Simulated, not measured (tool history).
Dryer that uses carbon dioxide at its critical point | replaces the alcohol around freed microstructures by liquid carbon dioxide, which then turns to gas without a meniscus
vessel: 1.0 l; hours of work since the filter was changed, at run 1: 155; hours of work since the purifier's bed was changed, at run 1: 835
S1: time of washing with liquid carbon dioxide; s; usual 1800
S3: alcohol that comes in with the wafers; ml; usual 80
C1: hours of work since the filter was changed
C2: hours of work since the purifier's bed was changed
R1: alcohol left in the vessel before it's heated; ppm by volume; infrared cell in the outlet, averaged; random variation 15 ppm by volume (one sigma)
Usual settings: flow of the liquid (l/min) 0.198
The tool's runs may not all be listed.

run 1 day=0.000 | S1=1800 flow_of_the_liquid_(l/min)=0.198 S3=80 | C1=155 C2=835 | R1=1164
run 2 day=1.283 | S1=1800 flow_of_the_liquid_(l/min)=0.198 S3=21 | C1=173 C2=852 | R1=350
-- day=1.529 purifier's bed changed
run 3 day=2.821 | S1=1800 flow_of_the_liquid_(l/min)=0.198 S3=21 | C1=192 C2=18 | R1=301
run 4 day=3.496 | S1=1800 flow_of_the_liquid_(l/min)=0.198 S3=21 | C1=201 C2=27 | R1=317
run 5 day=4.846 | S1=1800 flow_of_the_liquid_(l/min)=0.198 S3=80 | C1=219 C2=45 | R1=1230
run 6 day=6.075 | S1=1800 flow_of_the_liquid_(l/min)=0.198 S3=35 | C1=236 C2=62 | R1=520
run 7 day=7.042 | S1=1800 flow_of_the_liquid_(l/min)=0.312 S3=35 | C1=249 C2=75 | R1=65
run 8 day=7.804 | S1=1800 flow_of_the_liquid_(l/min)=0.312 S3=35 | C1=259 C2=85 | R1=64
run 9 day=9.188 | S1=1800 flow_of_the_liquid_(l/min)=0.312 S3=35 | C1=278 C2=104 | R1=70
run 10 day=10.375 | S1=1800 flow_of_the_liquid_(l/min)=0.312 S3=35 | C1=294 C2=120 | R1=72
run 11 day=11.075 | S1=1800 flow_of_the_liquid_(l/min)=0.296 S3=80 | C1=304 C2=130 | R1=199
run 12 day=11.738 | S1=1800 flow_of_the_liquid_(l/min)=0.296 S3=80 | C1=313 C2=139 | R1=199
run 13 day=12.483 | S1=1380 flow_of_the_liquid_(l/min)=0.305 S3=80 | C1=323 C2=149 | R1=696
run 14 day=13.900 | S1=2040 flow_of_the_liquid_(l/min)=0.305 S3=25 | C1=342 C2=168 | R1=37
run 15 day=14.617 | S1=2040 flow_of_the_liquid_(l/min)=0.158 S3=48 | C1=352 C2=178 | R1=1146
run 16 day=15.642 | S1=2040 flow_of_the_liquid_(l/min)=0.158 S3=34 | C1=366 C2=192 | R1=823
run 17 day=16.754 | S1=2700 flow_of_the_liquid_(l/min)=0.300 S3=80 | C1=381 C2=207 | R1=20
run 18 day=17.429 | S1=1800 flow_of_the_liquid_(l/min)=0.298 S3=80 | C1=390 C2=216 | R1=216
run 19 day=18.846 | S1=1800 flow_of_the_liquid_(l/min)=0.298 S3=80 | C1=409 C2=235 | R1=221
run 20 day=19.608 | S1=1800 flow_of_the_liquid_(l/min)=0.298 S3=80 | C1=420 C2=245 | R1=231
run 21 day=20.362 | S1=1200 flow_of_the_liquid_(l/min)=0.168 S3=44 | C1=430 C2=256 | R1=4468
run 22 day=21.167 | S1=1200 flow_of_the_liquid_(l/min)=0.168 S3=44 | C1=441 C2=266 | R1=4391

Forecast each of these 4 alternatives for the next run:
run A day=22.375 | S1=1500 flow_of_the_liquid_(l/min)=0.202 S3=44 | C1=457 C2=283 | R1=?
run B day=22.375 | S1=1200 flow_of_the_liquid_(l/min)=0.200 S3=55 | C1=457 C2=283 | R1=?
run C day=22.375 | S1=1500 flow_of_the_liquid_(l/min)=0.198 S3=80 | C1=457 C2=283 | R1=?
run D day=22.375 | S1=1200 flow_of_the_liquid_(l/min)=0.279 S3=66 | C1=457 C2=283 | R1=?

run=A R1=1464
run=B R1=3704
run=C R1=2821
run=D R1=1644
Without the tool's hidden state the same runs would have given:
run=A R1=1038
run=B R1=2829
run=C R1=2023
run=D R1=1134
